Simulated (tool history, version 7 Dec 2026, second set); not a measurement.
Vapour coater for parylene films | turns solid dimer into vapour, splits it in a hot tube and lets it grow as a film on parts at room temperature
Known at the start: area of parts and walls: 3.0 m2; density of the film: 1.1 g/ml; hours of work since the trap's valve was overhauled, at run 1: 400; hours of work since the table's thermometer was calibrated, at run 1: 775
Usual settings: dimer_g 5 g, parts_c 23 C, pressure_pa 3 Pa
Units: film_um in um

run	day	dimer_g	parts_c	pressure_pa	hours of work since the trap's valve was overhauled	hours of work since the table's thermometer was calibrated	film_um
1	0	5	23	3	400	775	0.991
2	0.821	5	24	3	414	789	0.97
# day 1.408: trap's valve overhauled
3	1.9	7	23	3	9	805	1.389
4	2.775	7	23	3	24	820	1.396
5	4.229	5	23	3	49	845	0.995
6	5.146	5	23	3	64	861	0.987
7	6.221	5	23	3	83	879	1.001
8	7.133	3	23	3	99	895	0.599
9	7.975	3	23	3	113	909	0.601
10	9.104	3	23	3	133	929	0.596
11	10.175	5	23	3	151	947	0.995
12	10.879	5	23	3	163	960	0.993
13	11.85	5	23	3	180	976	0.999
14	12.7	5	16	3	195	991	1.16
15	13.767	5	16	3	213	1009	1.166
16	15.321	5	16	3	240	1036	1.166
17	16.925	5	16	3	268	1064	1.152
18	18.275	2	34	3.3	291	1087	0.31
19	19.438	8	23	3	311	1107	1.6
20	20.917	5	23	4.52	337	1133	0.941
21	21.879	4	30	5.88	353	1149	0.616

The next listed run, before its measurement:
22	22.767	4	30	5.88	369	1165	?

{"run 22": {"film_um": 0.607}}
Without the tool's hidden state the same run would have given film_um 0.608 um.

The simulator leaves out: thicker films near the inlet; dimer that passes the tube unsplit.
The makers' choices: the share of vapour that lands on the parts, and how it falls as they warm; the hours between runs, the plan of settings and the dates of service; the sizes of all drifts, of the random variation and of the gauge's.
